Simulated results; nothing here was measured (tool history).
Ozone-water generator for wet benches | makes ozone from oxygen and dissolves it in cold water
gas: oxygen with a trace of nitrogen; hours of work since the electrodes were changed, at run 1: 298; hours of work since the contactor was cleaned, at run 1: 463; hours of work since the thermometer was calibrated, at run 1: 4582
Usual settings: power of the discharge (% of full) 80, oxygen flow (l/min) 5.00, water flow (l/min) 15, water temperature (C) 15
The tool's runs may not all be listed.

| run | day | power of the discharge (% of full) | oxygen flow (l/min) | water flow (l/min) | water temperature (C) | hours of work since the electrodes were changed | hours of work since the contactor was cleaned | hours of work since the thermometer was calibrated | dissolved ozone (ppm) | ozone in the gas ahead of the water (g/m3) |
|---|---|---|---|---|---|---|---|---|---|---|
| 1 | 0.000 | 80 | 5.00 | 15 | 15 | 298 | 463 | 4582 | 30.6 | 220.9 |
| 2 | 0.733 | 80 | 5.00 | 15 | 15 | 313 | 477 | 4597 | 30.5 | 221.7 |
| 3 | 1.833 | 80 | 5.00 | 15 | 15 | 334 | 499 | 4618 | 30.1 | 221.6 |
| 4 | 2.775 | 80 | 5.00 | 15 | 15 | 352 | 517 | 4636 | 30.1 | 221.5 |
| 5 | 3.504 | 80 | 5.00 | 15 | 15 | 366 | 531 | 4650 | 30.5 | 223.2 |
| 6 | 5.017 | 80 | 5.00 | 15 | 15 | 396 | 560 | 4680 | 30.3 | 219.9 |
| 7 | 5.817 | 94 | 5.00 | 15 | 15 | 411 | 576 | 4695 | 34.6 | 249.5 |
| 8 | 7.404 | 84 | 5.00 | 15 | 15 | 442 | 607 | 4726 | 31.9 | 230.8 |
| 9 | 8.812 | 80 | 3.79 | 15 | 15 | 469 | 634 | 4753 | 31.1 | 262.2 |
| 10 | 10.108 | 55 | 3.79 | 15 | 15 | 494 | 659 | 4778 | 23.4 | 196.3 |
| 11 | 11.429 | 55 | 3.79 | 15 | 15 | 520 | 685 | 4804 | 23.3 | 197.7 |
| 12 | 12.879 | 80 | 5.00 | 22 | 14 | 548 | 713 | 4832 | 22.3 | 223.5 |
| 13 | 14.321 | 62 | 7.94 | 13 | 10 | 576 | 741 | 4860 | 27.2 | 135.4 |
| 14 | 15.271 | 97 | 5.00 | 15 | 10 | 595 | 759 | 4879 | 37.8 | 253.9 |

Run 15 comes next. What will it give?
| 15 | 16.821 | 97 | 5.00 | 15 | 10 | 625 | 789 | 4909 | ? | ? |

Run 15 gave dissolved ozone (ppm) 37.9, ozone in the gas ahead of the water (g/m3) 257.7.
Without the tool's hidden state the same run would have given dissolved ozone (ppm) 37.9, ozone in the gas ahead of the water (g/m3) 257.7.
